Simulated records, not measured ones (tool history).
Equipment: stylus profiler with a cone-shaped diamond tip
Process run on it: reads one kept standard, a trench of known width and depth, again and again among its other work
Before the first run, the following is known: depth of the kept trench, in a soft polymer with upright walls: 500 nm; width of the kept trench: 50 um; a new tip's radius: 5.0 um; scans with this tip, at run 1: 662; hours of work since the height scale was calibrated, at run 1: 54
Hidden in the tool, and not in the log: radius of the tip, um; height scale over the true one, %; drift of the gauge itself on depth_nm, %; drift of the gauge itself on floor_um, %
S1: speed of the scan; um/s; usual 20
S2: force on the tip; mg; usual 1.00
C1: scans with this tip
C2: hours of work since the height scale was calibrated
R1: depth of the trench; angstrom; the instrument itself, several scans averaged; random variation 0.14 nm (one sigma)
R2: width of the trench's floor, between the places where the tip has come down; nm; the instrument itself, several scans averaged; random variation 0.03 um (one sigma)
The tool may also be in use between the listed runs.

run 1 hour=0.0 | S1=20 S2=1.00 | C1=662 C2=54 | R1=5037.4 R2=45420
run 2 hour=53.6 | S1=6 S2=1.00 | C1=1002 C2=82 | R1=5039.8 R2=45450
run 3 hour=117.5 | S1=6 S2=1.00 | C1=1409 C2=115 | R1=5037.5 R2=45440
run 4 hour=175.4 | S1=6 S2=1.00 | C1=1776 C2=145 | R1=5040.8 R2=45410
run 5 hour=223.4 | S1=20 S2=1.00 | C1=2081 C2=170 | R1=5040.1 R2=45270
run 6 hour=262.2 | S1=20 S2=0.45 | C1=2327 C2=190 | R1=5025.5 R2=45180
run 7 hour=315.1 | S1=20 S2=0.45 | C1=2664 C2=218 | R1=5026.1 R2=45140
run 8 hour=369.2 | S1=20 S2=0.45 | C1=3008 C2=246 | R1=5027.8 R2=45110
run 9 hour=438.3 | S1=20 S2=0.50 | C1=3446 C2=282 | R1=5026.8 R2=45100
run 10 hour=503.1 | S1=20 S2=0.50 | C1=3858 C2=315 | R1=5030.1 R2=45040
run 11 hour=556.1 | S1=11 S2=0.53 | C1=4195 C2=343 | R1=5026.8 R2=45090
run 12 hour=615.6 | S1=11 S2=0.53 | C1=4573 C2=374 | R1=5031.0 R2=45020
run 13 hour=698.6 | S1=9 S2=1.00 | C1=5100 C2=417 | R1=5042.9 R2=44950
run 14 hour=740.8 | S1=31 S2=1.59 | C1=5369 C2=439 | R1=5057.5 R2=44830
run 15 hour=782.0 | S1=7 S2=1.14 | C1=5630 C2=460 | R1=5044.3 R2=45000
run 16 hour=831.8 | S1=7 S2=1.14 | C1=5946 C2=486 | R1=5047.8 R2=44940
run 17 hour=908.3 | S1=7 S2=1.14 | C1=6432 C2=525 | R1=5046.7 R2=44890
run 18 hour=966.1 | S1=10 S2=0.74 | C1=6799 C2=555 | R1=5038.4 R2=44790
run 19 hour=1047.0 | S1=10 S2=0.74 | C1=7314 C2=597 | R1=5038.9 R2=44750

Consider 3 possible next runs. They are alternatives, not a sequence: every one starts from the tool as it was left by run 19. What does each give?
run A hour=1128.8 | S1=45 S2=1.62 | C1=7833 C2=640 | R1=? R2=?
run B hour=1128.8 | S1=32 S2=1.00 | C1=7833 C2=640 | R1=? R2=?
run C hour=1128.8 | S1=20 S2=1.00 | C1=7833 C2=640 | R1=? R2=?

run=A R1=5061.9 R2=44640
run=B R1=5047.0 R2=44610
run=C R1=5046.9 R2=44700
Stripped of hidden state, with their random variation kept, the same runs would have yielded:
run=A R1=5049.1 R2=45510
run=B R1=5034.2 R2=45480
run=C R1=5034.1 R2=45570

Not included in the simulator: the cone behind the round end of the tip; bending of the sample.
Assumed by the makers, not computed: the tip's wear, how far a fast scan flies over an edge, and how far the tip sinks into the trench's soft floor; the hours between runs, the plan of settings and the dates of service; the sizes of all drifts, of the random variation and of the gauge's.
